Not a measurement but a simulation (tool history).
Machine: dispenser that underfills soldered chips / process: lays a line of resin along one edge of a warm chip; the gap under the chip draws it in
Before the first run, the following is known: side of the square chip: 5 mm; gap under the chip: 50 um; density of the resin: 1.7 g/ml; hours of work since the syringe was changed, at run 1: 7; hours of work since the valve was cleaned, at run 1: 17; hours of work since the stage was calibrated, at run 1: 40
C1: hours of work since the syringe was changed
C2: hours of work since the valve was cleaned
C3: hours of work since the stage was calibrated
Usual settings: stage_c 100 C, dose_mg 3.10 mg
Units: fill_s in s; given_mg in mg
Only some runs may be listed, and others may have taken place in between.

Run 1, day 0.000: usual settings; C1 7; C2 17; C3 40. Result: fill_s 28.5 s, given_mg 3.10 mg.
At day 0.104: new syringe of resin.
Run 2, day 0.571: usual settings; C1 7; C2 25; C3 49. Result: fill_s 29.4 s, given_mg 3.07 mg.
At day 0.654: new syringe of resin.
Run 3, day 0.842: usual settings; C1 3; C2 29; C3 53. Result: fill_s 22.1 s, given_mg 3.09 mg.
At day 1.217: new syringe of resin.
Run 4, day 1.250: usual settings; C1 0; C2 36; C3 59. Result: fill_s 18.9 s, given_mg 3.06 mg.
Run 5, day 1.712: usual settings; C1 8; C2 43; C3 66. Result: fill_s 31.0 s, given_mg 3.03 mg.
At day 1.771: new syringe of resin.
At day 2.304: new syringe of resin.
Run 6, day 2.304: usual settings; C1 0; C2 52; C3 75. Result: fill_s 18.8 s, given_mg 3.04 mg.
At day 2.875: new syringe of resin.
Run 7, day 2.938: usual settings; C1 1; C2 61; C3 84. Result: fill_s 18.6 s, given_mg 3.02 mg.
Run 8, day 3.288: usual settings but dose_mg 3.15 mg; C1 6; C2 67; C3 90. Result: fill_s 26.7 s, given_mg 3.05 mg.
At day 3.404: new syringe of resin.
Run 9, day 3.771: usual settings but dose_mg 3.15 mg; C1 6; C2 74; C3 97. Result: fill_s 26.8 s, given_mg 3.07 mg.
At day 3.962: new syringe of resin.
Run 10, day 4.142: usual settings but dose_mg 3.15 mg; C1 3; C2 80; C3 103. Result: fill_s 22.8 s, given_mg 3.05 mg.
At day 4.517: new syringe of resin.
Run 11, day 4.746: usual settings but stage_c 91 C, dose_mg 3.42 mg; C1 4; C2 89; C3 112. Result: fill_s 31.8 s, given_mg 3.29 mg.
Run 12, day 5.004: usual settings but stage_c 91 C, dose_mg 3.42 mg; C1 8; C2 93; C3 116. Result: fill_s 39.4 s, given_mg 3.26 mg.
At day 5.050: new syringe of resin.
At day 5.283: dispensing valve cleaned and set on the balance.
Run 13, day 5.500: usual settings but stage_c 112 C, dose_mg 3.70 mg; C1 6; C2 3; C3 123. Result: fill_s 18.9 s, given_mg 3.71 mg.
At day 5.633: new syringe of resin.
Run 14, day 6.025: usual settings but stage_c 99 C, dose_mg 2.89 mg; C1 6; C2 11; C3 131. Result: fill_s 29.1 s, given_mg 2.87 mg.

Each row is a separate what-if for the run after 14, all from the same tool condition, not one after another. Results?
At day 6.154: new syringe of resin.
Run A, day 6.392: usual settings but stage_c 110 C; C1 4; C2 17; C3 137. Result: fill_s ?, given_mg ?.
At day 6.154: new syringe of resin.
Run B, day 6.392: usual settings but stage_c 103 C, dose_mg 2.95 mg; C1 4; C2 17; C3 137. Result: fill_s ?, given_mg ?.
At day 6.154: new syringe of resin.
Run C, day 6.392: usual settings but stage_c 88 C, dose_mg 2.65 mg; C1 4; C2 17; C3 137. Result: fill_s ?, given_mg ?.

run  fill_s  given_mg
  A    17.7      3.08
  B    21.6      2.93
  C    36.8      2.63
Had the tool no hidden state, the same runs would have come out as:
run  fill_s  given_mg
  A    13.4      3.10
  B    16.4      2.95
  C    27.9      2.64
